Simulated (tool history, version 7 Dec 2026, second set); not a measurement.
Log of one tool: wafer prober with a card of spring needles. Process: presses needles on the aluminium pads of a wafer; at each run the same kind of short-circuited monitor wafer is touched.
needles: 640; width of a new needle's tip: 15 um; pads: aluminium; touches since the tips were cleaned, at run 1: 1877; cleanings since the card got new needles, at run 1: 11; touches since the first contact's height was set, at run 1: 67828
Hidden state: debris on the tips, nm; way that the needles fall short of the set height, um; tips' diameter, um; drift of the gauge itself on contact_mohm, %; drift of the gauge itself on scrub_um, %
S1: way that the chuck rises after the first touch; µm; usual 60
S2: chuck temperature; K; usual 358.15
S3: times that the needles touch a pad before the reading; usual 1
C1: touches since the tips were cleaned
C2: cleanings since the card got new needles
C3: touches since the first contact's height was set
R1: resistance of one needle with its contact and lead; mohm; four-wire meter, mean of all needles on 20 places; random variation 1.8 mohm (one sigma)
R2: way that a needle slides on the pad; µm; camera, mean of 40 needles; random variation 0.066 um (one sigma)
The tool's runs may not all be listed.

run   hour  S1      S2  S3    C1  C2      C3   R1     R2
  1    0.0  60  358.15   1  1877  11   67828  258  10.43
      10.3  -- tips cleaned on abrasive film
  2   11.5  60  358.15   1   363  12   71472  206  10.49
  3   21.4  60  358.15   1  3554  12   74663  304  10.34
      26.9  -- tips cleaned on abrasive film
  4   33.0  60  358.15   1  1973  13   78359  269  10.36
  5   38.8  60  358.15   1  3820  13   80206  316  10.34
      43.3  -- tips cleaned on abrasive film
  6   44.8  60  358.15   2   484  14   82114  203  10.32
  7   55.8  62  358.15   1  3998  14   85628  318  10.81
      60.0  -- tips cleaned on abrasive film
  8   66.0  60  358.15   1  1940  15   88885  278  10.17
  9   74.0  60  358.15   1  4492  15   91437  337  10.40
      76.7  -- tips cleaned on abrasive film
 10   83.7  60  358.15   1  2241  16   94525  281  10.39
 11   92.5  60  358.15   1  5059  16   97343  347  10.26
      93.6  -- tips cleaned on abrasive film
 12  101.5  60  358.15   1  2542  17  100214  287  10.33
     110.3  -- tips cleaned on abrasive film
 13  112.7  60  358.15   1   778  18  103787  232  10.37
 14  119.6  60  358.15   1  2993  18  106002  308  10.24
     126.7  -- tips cleaned on abrasive film
 15  131.4  60  358.15   1  1511  19  109736  253  10.28
 16  139.5  60  358.15   1  4108  19  112333  330  10.20
     143.6  -- tips cleaned on abrasive film
 17  152.0  60  358.15   1  2674  20  116317  297  10.20
     160.4  -- tips cleaned on abrasive film
 18  161.5  60  358.15   1   345  21  119339  204  10.20
 19  170.8  47  314.15   3  3338  21  122332  258   7.93
     177.0  -- tips cleaned on abrasive film
 20  182.9  49  304.15   1  1881  22  126172  317   8.27
     194.1  -- tips cleaned on abrasive film
 21  194.3  49  304.15   1    65  23  129801  210   8.27
 22  204.6  60  337.15   1  3369  23  133105  316  10.12
     210.4  -- tips cleaned on abrasive film
 23  211.3  60  337.15   1   307  24  135241  213  10.05
 24  220.9  60  328.15   2  3395  24  138329  268  10.16
     227.1  -- tips cleaned on abrasive film
 25  227.9  63  315.15   3   271  25  140542  181  10.69
 26  239.4  75  329.15   2  3947  25  144218  237  12.82
     243.8  -- tips cleaned on abrasive film
 27  251.3  53  358.15   1  2381  26  147996  332   8.82
     260.0  -- tips cleaned on abrasive film
 28  261.6  60  313.15   1   483  27  151265  207  10.18
 29  267.7  60  313.15   1  2446  27  153228  298  10.02
 30  273.2  43  305.15   1  4232  27  155014  514   7.12
     276.5  -- tips cleaned on abrasive film
 31  283.8  49  305.15   3  2358  28  158384  242   8.07
     292.9  -- tips cleaned on abrasive film
 32  293.9  58  305.15   3   297  29  161570  184   9.69
 33  301.2  58  319.15   1  2649  29  163922  318   9.74

Forecast each of these 4 alternatives for the next run:
     309.3  -- tips cleaned on abrasive film
  A  313.2  58  341.15   1  1257  30  167756   ?   ?
     309.3  -- tips cleaned on abrasive film
  B  313.2  58  319.15   1  1257  30  167756   ?   ?
     309.3  -- tips cleaned on abrasive film
  C  313.2  76  302.15   2  1257  30  167756   ?   ?
     309.3  -- tips cleaned on abrasive film
  D  313.2  44  356.15   1  1257  30  167756   ?   ?

run   R1     R2
  A  261   9.72
  B  263   9.60
  C  198  12.84
  D  320   7.19
Without the tool's hidden state the same runs would have given:
run   R1     R2
  A  176  10.34
  B  174  10.22
  C  165  13.46
  D  179   7.81
